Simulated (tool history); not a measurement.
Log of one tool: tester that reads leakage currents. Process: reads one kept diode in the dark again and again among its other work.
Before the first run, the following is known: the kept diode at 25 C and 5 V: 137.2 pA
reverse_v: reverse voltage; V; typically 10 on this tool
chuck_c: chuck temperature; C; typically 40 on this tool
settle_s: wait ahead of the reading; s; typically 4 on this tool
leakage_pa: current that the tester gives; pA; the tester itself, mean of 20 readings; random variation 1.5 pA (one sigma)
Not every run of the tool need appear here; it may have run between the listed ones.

run,hour,reverse_v,chuck_c,settle_s,leakage_pa
1,0,10,40,4,510.48
2,177.9,10,32,4,298.19
3,310.4,10,32,4,297.76
4,415.3,10,40,4,510.15
5,528,10,40,4,508.31
6,722,4.8,40,4,383.23
7,925.4,1.4,40,4,236.94
8,1098.3,10,38,4,446.62
9,1261.2,10,40,4,509.54
10,1444,10,40,4,511.12
11,1533.6,10,40,4,511.13
# hour 1563: probe card cleaned and baked
# hour 1643.3: tester calibrated
12,1707.9,10,40,4,513.71
13,1834.8,10,40,4,510.78
14,1939.1,10,40,4,508.76
15,2075.9,10,40,4,512.11
16,2183.2,10,40,4,511.93
17,2368.3,10,40,0.8,508.27
# hour 2411.7: chuck's temperature calibrated
18,2548.3,10,40,5.74,513.37
19,2688.4,10,40,5.74,509.85
20,2808.2,10,28,4,224.39
21,2933.4,10,28,4,225.18
22,3117.4,10,57,4,1485.61
23,3306.5,10.1,22,1.05,147.21
24,3458.7,2.7,32,0.44,178.66
25,3659.2,10.4,29,7.44,244.12
26,3775.8,10,31,4,277.24
27,3956.6,10,30,4,260.23
28,4052.5,10,30,4,257.58
29,4238.4,10,30,4,257.94
30,4439.8,10,30,4,259.93
31,4637.2,1.1,20,1.15,52.38
32,4840.2,1.1,20,1.15,52.55
33,4936.9,2.6,20,0.46,74.67
# hour 4949.2: chuck's temperature calibrated
34,5077.8,1.7,24,5.79,83.81
35,5259.1,10,47,1.5,802.61
36,5353.4,1.2,41,0.5,238.2
37,5457.5,13,57,0.55,1641.82
38,5578.2,5,33,1.27,241.72
39,5756.9,5,33,1.27,243.43

Predict each of these 3 candidate next runs independently; none follows another, all start after run 39:
A,5885.6,10,49,1.11,?
B,5885.6,5,33,7.81,?
C,5885.6,1.9,23,6.28,?

run,leakage_pa
A,914.14
B,242.35
C,80.99
The same runs, with their run-to-run variation unchanged, on a tool lacking any hidden condition would have given:
run,leakage_pa
A,913.38
B,242.09
C,80.89
